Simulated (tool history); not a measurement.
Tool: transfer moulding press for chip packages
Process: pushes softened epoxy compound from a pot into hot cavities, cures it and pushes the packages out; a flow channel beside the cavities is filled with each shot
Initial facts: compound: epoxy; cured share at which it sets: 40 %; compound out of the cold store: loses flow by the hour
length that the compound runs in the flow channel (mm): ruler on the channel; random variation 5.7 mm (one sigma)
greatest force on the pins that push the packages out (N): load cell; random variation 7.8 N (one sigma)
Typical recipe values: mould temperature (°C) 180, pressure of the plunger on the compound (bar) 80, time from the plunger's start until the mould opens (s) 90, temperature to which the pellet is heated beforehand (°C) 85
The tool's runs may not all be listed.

run     day  mould temperature (°C)  pressure of the plunger on the compound (bar)  time from the plunger's start until the mould opens (s)  temperature to which the pellet is heated beforehand (°C)  incoming compound's hours out of the cold store  length that the compound runs in the flow channel (mm)  greatest force on the pins that push the packages out (N)
  1       0                     180                                             80                                                       90                                                         85                                             20.4                                                     593                                                        477
      0.212  -- cavities cleaned with cleaning compound and waxed
  2   2.388                     180                                             80                                                       90                                                         85                                             42.6                                                     565                                                        455
      2.929  -- cavities cleaned with cleaning compound and waxed
  3   3.708                     180                                             80                                                       90                                                         85                                             34.8                                                     568                                                        382
      5.629  -- cavities cleaned with cleaning compound and waxed
  4   5.842                     180                                             80                                                       90                                                         85                                               24                                                     577                                                        332
  5   7.979                     180                                           67.9                                                       90                                                         85                                             32.5                                                     529                                                        479
       8.25  -- cavities cleaned with cleaning compound and waxed
      8.679  -- mould's thermocouples calibrated
      9.675  -- plunger's sealing rings changed
  6   9.967                     176                                             80                                                       90                                                         85                                              9.7                                                     676                                                        612
     11.092  -- cavities cleaned with cleaning compound and waxed
  7  11.817                     176                                             80                                                       90                                                         85                                             39.4                                                     632                                                        517
  8   13.25                     176                                             80                                                       90                                                         85                                             39.7                                                     639                                                        615
     13.812  -- cavities cleaned with cleaning compound and waxed
  9  14.458                     180                                             80                                                       90                                                         81                                             37.5                                                     626                                                        395
 10  15.838                     186                                             80                                                       90                                                         81                                               20                                                     619                                                        371
     16.525  -- cavities cleaned with cleaning compound and waxed
 11  17.388                     186                                             80                                                       90                                                         81                                             19.7                                                     614                                                        335
     19.167  -- cavities cleaned with cleaning compound and waxed
 12  19.879                     186                                             80                                                       90                                                         81                                             33.6                                                     594                                                        326
     21.821  -- cavities cleaned with cleaning compound and waxed
 13  22.129                     186                                             80                                                       90                                                         81                                             35.3                                                     594                                                        285
     24.575  -- cavities cleaned with cleaning compound and waxed
 14  24.604                     186                                             80                                                       90                                                         81                                             44.6                                                     577                                                        279
 15  26.738                     182                                             80                                                       78                                                         81                                             37.5                                                     594                                                        542
     27.271  -- cavities cleaned with cleaning compound and waxed
 16  29.188                     178                                             80                                                       90                                                         85                                               34                                                     598                                                        523
     30.083  -- cavities cleaned with cleaning compound and waxed
 17  30.446                     178                                             80                                                       90                                                         85                                             23.1                                                     618                                                        429
 18  31.871                     178                                           61.2                                                       90                                                         85                                             36.9                                                     507                                                        485
     32.721  -- cavities cleaned with cleaning compound and waxed
 19  33.654                     185                                             61                                                       70                                                         85                                             39.1                                                     493                                                        507
     35.396  -- cavities cleaned with cleaning compound and waxed
 20  35.608                     180                                             80                                                      111                                                         83                                             46.5                                                     566                                                        287
 21  36.654                     175                                           81.9                                                       79                                                         95                                             40.7                                                     587                                                        748
     38.112  -- cavities cleaned with cleaning compound and waxed
 22  38.225                     185                                           75.8                                                       79                                                         95                                             18.1                                                     574                                                        325
 23  40.054                     185                                             83                                                      124                                                         80                                             23.2                                                     575                                                        345
     40.771  -- cavities cleaned with cleaning compound and waxed
 24  42.342                     185                                             83                                                      116                                                         80                                             29.3                                                     571                                                        344
     42.821  -- plunger's sealing rings changed
     43.562  -- cavities cleaned with cleaning compound and waxed
 25  44.029                     180                                             80                                                       71                                                         93                                              9.2                                                     654                                                        663
 26   45.35                     187                                             80                                                       90                                                         75                                             18.3                                                     634                                                        365
     46.204  -- cavities cleaned with cleaning compound and waxed
 27  46.433                     182                                             80                                                       90                                                         85                                             24.9                                                     626                                                        330
 28  48.138                     184                                           81.5                                                       90                                                         90                                             33.5                                                     618                                                        382

Branching from run 28: 3 alternative next runs. What would each branch give?
     48.858  -- cavities cleaned with cleaning compound and waxed
  A  50.25                     180                                             80                                                       90                                                         87                                             30.9                                                       ?                                                          ?
     48.858  -- cavities cleaned with cleaning compound and waxed
  B  50.25                     184                                           81.5                                                       90                                                         89                                             46.1                                                       ?                                                          ?
     48.858  -- cavities cleaned with cleaning compound and waxed
  C  50.25                     180                                             80                                                       78                                                         85                                             35.6                                                       ?                                                          ?

run  length that the compound runs in the flow channel (mm)  greatest force on the pins that push the packages out (N)
  A                                                     618                                                        423
  B                                                     602                                                        365
  C                                                     612                                                        563
With the hidden condition removed and each run's random variation left untouched, the same runs would have given:
run  length that the compound runs in the flow channel (mm)  greatest force on the pins that push the packages out (N)
  A                                                     637                                                        337
  B                                                     620                                                        284
  C                                                     631                                                        455
